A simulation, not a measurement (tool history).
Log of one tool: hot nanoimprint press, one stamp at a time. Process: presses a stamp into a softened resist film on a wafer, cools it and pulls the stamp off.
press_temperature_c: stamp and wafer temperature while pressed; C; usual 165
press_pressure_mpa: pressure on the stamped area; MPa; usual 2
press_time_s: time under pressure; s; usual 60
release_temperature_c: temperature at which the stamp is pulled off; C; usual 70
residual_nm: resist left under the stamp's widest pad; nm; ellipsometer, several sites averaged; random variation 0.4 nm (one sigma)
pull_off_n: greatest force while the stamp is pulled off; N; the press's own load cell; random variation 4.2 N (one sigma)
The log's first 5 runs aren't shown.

run   hour  press_temperature_c  press_pressure_mpa  press_time_s  release_temperature_c  residual_nm  pull_off_n
  6   43.5                  163                   2            60                     70        116.3         203
  7   48.2                  163                   2            60                     70        116.1         211
  8   55.1                  163                   2            60                     70        116.3         208
  9   59.3                  163                   2            84                     70        102.6         206
 10   64.2                  163                   2            84                     70        102.8         207
 11   68.5                  163                   2            84                     70        102.1         209
 12   73.6                  165                   2            60                     73          106         184
 13     79                  165                   2            60                     70          106         204
 14   87.1                  167                   2            60                     70         96.1         204
 15   96.4                  167                   2            60                     70         95.8         209
 16  100.5                  167                1.68            60                     70        104.7         198
 17  107.5                  169                1.97            88                     61         74.7         253
 18  116.1                  165                1.89           118                     68         82.7         216
 19  122.8                  165                2.92            60                     60         87.7         265
 20  131.9                  165                2.92            60                     60         87.9         266
 21  136.8                  165                2.92            60                     60         87.5         255
 22  144.6                  165                2.92            60                     60         87.8         256
 23  153.2                  155                1.63            64                     70        171.4         203
 24  159.2                  155                1.63            46                     70        184.5         206
 25  165.2                  155                1.63            46                     70        184.7         204
 26  174.7                  155                1.63            46                     70        184.5         208
 27    181                  156                1.52            60                     70        171.3         206
 28    187                  155                1.52            60                     70        176.4         210
 29    197                  155                1.52            60                     70        175.7         202
 30  201.2                  155                1.52            60                     70        176.5         207

4 ways to go on from here, each from the tool as it stands after run 30. What would each give?
  A  208.8                  159                2.35            60                     70            ?           ?
  B  208.8                  168                1.52            60                     65            ?           ?
  C  208.8                  165                   2           110                     70            ?           ?
  D  208.8                  165                   2            95                     70            ?           ?

run  residual_nm  pull_off_n
  A        129.7         206
  B        103.6         229
  C           82         207
  D         87.5         207
Without the tool's hidden state the same runs would have given:
run  residual_nm  pull_off_n
  A        132.1         203
  B        105.5         225
  C         83.5         204
  D         89.2         204
